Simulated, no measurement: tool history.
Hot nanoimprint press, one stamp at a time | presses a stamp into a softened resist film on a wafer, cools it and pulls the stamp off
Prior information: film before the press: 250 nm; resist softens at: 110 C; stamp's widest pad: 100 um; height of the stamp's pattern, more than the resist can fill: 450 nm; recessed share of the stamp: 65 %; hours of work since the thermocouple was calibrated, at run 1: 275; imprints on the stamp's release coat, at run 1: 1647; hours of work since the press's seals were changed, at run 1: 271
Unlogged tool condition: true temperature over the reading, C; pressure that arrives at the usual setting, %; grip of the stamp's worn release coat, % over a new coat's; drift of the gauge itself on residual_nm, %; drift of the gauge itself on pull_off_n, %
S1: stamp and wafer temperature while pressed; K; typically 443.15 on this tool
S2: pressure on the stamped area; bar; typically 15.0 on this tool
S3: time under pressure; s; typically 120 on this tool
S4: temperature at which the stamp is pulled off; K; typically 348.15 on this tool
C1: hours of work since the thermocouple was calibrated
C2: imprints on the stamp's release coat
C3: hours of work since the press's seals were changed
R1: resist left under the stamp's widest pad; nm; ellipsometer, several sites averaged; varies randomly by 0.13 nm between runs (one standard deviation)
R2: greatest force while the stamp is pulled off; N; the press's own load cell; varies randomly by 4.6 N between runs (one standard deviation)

| run | day | S1 | S2 | S3 | S4 | C1 | C2 | C3 | R1 | R2 |
|---|---|---|---|---|---|---|---|---|---|---|
| 1 | 0.000 | 443.15 | 15.0 | 120 | 348.15 | 275 | 1647 | 271 | 86.9 | 303 |
| 2 | 0.688 | 443.15 | 15.0 | 120 | 348.15 | 282 | 1686 | 279 | 87.0 | 298 |
| 3 | 1.062 | 446.15 | 15.0 | 120 | 348.15 | 286 | 1707 | 283 | 76.3 | 306 |
| 4 | 1.700 | 446.15 | 15.0 | 120 | 348.15 | 293 | 1742 | 289 | 76.1 | 315 |
| 5 | 2.242 | 443.15 | 15.0 | 76 | 348.15 | 299 | 1772 | 295 | 103.9 | 311 |
| 6 | 2.838 | 443.15 | 15.0 | 76 | 348.15 | 305 | 1806 | 301 | 104.1 | 322 |
| 7 | 3.404 | 443.15 | 15.0 | 133 | 348.15 | 311 | 1837 | 308 | 83.2 | 307 |
| 8 | 3.979 | 443.15 | 15.0 | 133 | 348.15 | 317 | 1870 | 314 | 83.0 | 318 |
| 9 | 4.504 | 443.15 | 9.6 | 120 | 348.15 | 323 | 1899 | 319 | 107.5 | 309 |
| 10 | 5.025 | 443.15 | 9.6 | 120 | 348.15 | 328 | 1928 | 325 | 107.6 | 320 |
| 11 | 5.438 | 443.15 | 9.6 | 120 | 348.15 | 333 | 1951 | 329 | 107.6 | 327 |
| 12 | 6.142 | 443.15 | 9.6 | 120 | 348.15 | 340 | 1990 | 336 | 107.5 | 322 |
| 13 | 6.579 | 443.15 | 12.1 | 120 | 348.15 | 345 | 2015 | 341 | 96.4 | 328 |
| 14 | 7.188 | 443.15 | 12.1 | 120 | 348.15 | 351 | 2049 | 348 | 96.1 | 318 |
| 15 | 7.588 | 443.15 | 21.4 | 120 | 348.15 | 355 | 2071 | 352 | 72.4 | 325 |
| 16 | 8.212 | 443.15 | 15.3 | 120 | 351.15 | 362 | 2106 | 358 | 85.9 | 308 |
| 17 | 8.654 | 443.15 | 15.3 | 120 | 351.15 | 367 | 2131 | 363 | 85.5 | 326 |
| 18 | 9.208 | 448.15 | 13.5 | 82 | 353.15 | 372 | 2162 | 369 | 85.9 | 302 |
| 19 | 9.925 | 438.15 | 11.8 | 82 | 333.15 | 380 | 2202 | 377 | 137.3 | 389 |
| 20 | 10.433 | 439.15 | 15.0 | 120 | 348.15 | 385 | 2230 | 382 | 103.6 | 332 |
| 21 | 10.921 | 439.15 | 15.0 | 120 | 348.15 | 391 | 2257 | 387 | 103.3 | 343 |

Forecast run 22:
| 22 | 11.471 | 439.15 | 15.0 | 120 | 348.15 | 396 | 2288 | 393 | ? | ? |

R1: 103.0 nm
R2: 343 N
With the hidden condition absent and the run-to-run variation left alone, this run would have shown R1 106.6 nm, R2 232 N.

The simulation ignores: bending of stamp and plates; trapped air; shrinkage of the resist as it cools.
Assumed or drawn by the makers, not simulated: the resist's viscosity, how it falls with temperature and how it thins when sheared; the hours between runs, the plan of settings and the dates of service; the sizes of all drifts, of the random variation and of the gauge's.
